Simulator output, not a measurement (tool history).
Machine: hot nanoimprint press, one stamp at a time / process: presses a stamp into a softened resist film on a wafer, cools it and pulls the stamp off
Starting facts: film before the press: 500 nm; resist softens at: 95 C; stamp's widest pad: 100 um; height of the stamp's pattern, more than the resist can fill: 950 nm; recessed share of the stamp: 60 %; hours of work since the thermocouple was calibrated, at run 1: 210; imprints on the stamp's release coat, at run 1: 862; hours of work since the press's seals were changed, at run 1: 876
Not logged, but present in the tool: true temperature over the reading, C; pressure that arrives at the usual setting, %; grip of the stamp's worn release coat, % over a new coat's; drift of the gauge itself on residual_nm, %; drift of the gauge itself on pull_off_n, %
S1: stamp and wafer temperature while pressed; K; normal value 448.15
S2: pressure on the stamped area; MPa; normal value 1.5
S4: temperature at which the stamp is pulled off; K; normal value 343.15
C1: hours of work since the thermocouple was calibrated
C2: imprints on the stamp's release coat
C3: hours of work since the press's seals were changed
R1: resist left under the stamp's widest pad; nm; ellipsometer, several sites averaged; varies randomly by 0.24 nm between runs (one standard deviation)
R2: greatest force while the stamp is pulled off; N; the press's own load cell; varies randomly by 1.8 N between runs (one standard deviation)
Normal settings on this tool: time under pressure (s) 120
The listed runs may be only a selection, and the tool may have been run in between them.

Run 1, hour 0: usual settings; C1 210; C2 862; C3 876. Result: R1 207 nm, R2 124 N.
At hour 17.1: stamp cleaned and given a new release coat.
Run 2, hour 26.7: usual settings; C1 226; C2 25; C3 892. Result: R1 207.2 nm, R2 122 N.
Run 3, hour 40.4: usual settings; C1 237; C2 59; C3 903. Result: R1 207.6 nm, R2 123 N.
Run 4, hour 65.4: usual settings; C1 257; C2 122; C3 923. Result: R1 207 nm, R2 128 N.
Run 5, hour 83.6: usual settings but time under pressure (s) 125; C1 271; C2 168; C3 937. Result: R1 204.1 nm, R2 124 N.
Run 6, hour 103.6: usual settings but S4 338.15 K; C1 287; C2 219; C3 953. Result: R1 207.2 nm, R2 142 N.
Run 7, hour 132.3: usual settings but S4 338.15 K; C1 309; C2 292; C3 975. Result: R1 206.8 nm, R2 145 N.
Run 8, hour 149.6: usual settings but S4 338.15 K; C1 323; C2 335; C3 989. Result: R1 207.3 nm, R2 141 N.
Run 9, hour 164.5: usual settings but S2 0.96 MPa; C1 335; C2 373; C3 1001. Result: R1 264.8 nm, R2 121 N.
At hour 177.6: plate thermocouple calibrated.
Run 10, hour 192.3: usual settings but S2 0.96 MPa; C1 12; C2 436; C3 1020. Result: R1 265.8 nm, R2 126 N.
Run 11, hour 207.8: usual settings but S4 329.15 K; C1 24; C2 475; C3 1032. Result: R1 207 nm, R2 170 N.
Run 12, hour 231.4: usual settings but S4 329.15 K; C1 42; C2 534; C3 1051. Result: R1 207.4 nm, R2 175 N.
At hour 250.9: press's hydraulic seals changed and the load cell set to zero.
Run 13, hour 271.3: usual settings but S4 329.15 K; C1 67; C2 615; C3 16. Result: R1 207.4 nm, R2 176 N.
Run 14, hour 285.5: usual settings but S4 329.15 K; C1 79; C2 651; C3 27. Result: R1 207.3 nm, R2 171 N.
Run 15, hour 301.8: usual settings but S2 0.92 MPa, time under pressure (s) 68, S4 329.15 K; C1 91; C2 692; C3 40. Result: R1 318.2 nm, R2 173 N.
Run 16, hour 315.9: usual settings but S1 450.15 K, S2 0.92 MPa, time under pressure (s) 68, S4 329.15 K; C1 102; C2 728; C3 51. Result: R1 299.8 nm, R2 173 N.
Run 17, hour 338.1: usual settings but S1 453.15 K, S2 1.08 MPa, time under pressure (s) 166, S4 349.15 K; C1 120; C2 784; C3 69. Result: R1 189.1 nm, R2 106 N.
Run 18, hour 365.3: usual settings but S1 453.15 K, S2 1.08 MPa, time under pressure (s) 166, S4 349.15 K; C1 141; C2 853; C3 90. Result: R1 189.1 nm, R2 105 N.
At hour 387.1: stamp cleaned and given a new release coat.
Run 19, hour 401.5: usual settings but S1 453.15 K, S2 1.08 MPa, time under pressure (s) 166, S4 349.15 K; C1 165; C2 36; C3 114. Result: R1 188.9 nm, R2 102 N.
Run 20, hour 423.1: usual settings but time under pressure (s) 68, S4 345.15 K; C1 182; C2 91; C3 131. Result: R1 249.1 nm, R2 119 N.
Run 21, hour 452.8: usual settings but S1 445.15 K, S2 1.39 MPa, time under pressure (s) 111, S4 336.15 K; C1 205; C2 166; C3 154. Result: R1 246.8 nm, R2 149 N.
Run 22, hour 477.1: usual settings but S2 2.29 MPa, time under pressure (s) 122; C1 224; C2 227; C3 173. Result: R1 160.1 nm, R2 122 N.
Run 23, hour 506.4: usual settings but S2 2.29 MPa, time under pressure (s) 122; C1 248; C2 301; C3 196. Result: R1 160 nm, R2 126 N.
Run 24, hour 525.5: usual settings but S1 460.15 K, S2 1.85 MPa, time under pressure (s) 190, S4 351.15 K; C1 263; C2 350; C3 211. Result: R1 102.4 nm, R2 98 N.
Run 25, hour 548.3: usual settings but S1 457.15 K, S2 1.85 MPa, time under pressure (s) 153, S4 351.15 K; C1 281; C2 407; C3 229. Result: R1 122.3 nm, R2 95 N.
Run 26, hour 575.2: usual settings but S1 457.15 K, S2 1.25 MPa, time under pressure (s) 66, S4 337.15 K; C1 302; C2 475; C3 250. Result: R1 207.7 nm, R2 144 N.
Run 27, hour 605: usual settings but S1 453.15 K, S2 1.83 MPa, time under pressure (s) 115; C1 325; C2 551; C3 274. Result: R1 156.4 nm, R2 124 N.
Run 28, hour 618.7: usual settings but S1 453.15 K, S2 1.83 MPa, time under pressure (s) 119; C1 336; C2 585; C3 285. Result: R1 154.7 nm, R2 126 N.

Here are 3 independent what-if runs from the current tool condition. What would each one return?
At hour 632.3: plate thermocouple calibrated.
Run A, hour 641.7: usual settings but S1 453.15 K, S2 1.83 MPa, time under pressure (s) 72; C1 7; C2 636; C3 300. Result: R1 ?, R2 ?.
At hour 632.3: plate thermocouple calibrated.
Run B, hour 641.7: usual settings but S1 438.15 K, time under pressure (s) 64, S4 332.15 K; C1 7; C2 636; C3 300. Result: R1 ?, R2 ?.
At hour 632.3: plate thermocouple calibrated.
Run C, hour 641.7: usual settings but S1 444.15 K, S4 330.15 K; C1 7; C2 636; C3 300. Result: R1 ?, R2 ?.

run     R1   R2
  A    184  124
  B  348.1  164
  C  238.8  171
What these runs would have given with no unlogged condition in the tool:
run     R1   R2
  A  183.9  124
  B    348  163
  C  238.8  170

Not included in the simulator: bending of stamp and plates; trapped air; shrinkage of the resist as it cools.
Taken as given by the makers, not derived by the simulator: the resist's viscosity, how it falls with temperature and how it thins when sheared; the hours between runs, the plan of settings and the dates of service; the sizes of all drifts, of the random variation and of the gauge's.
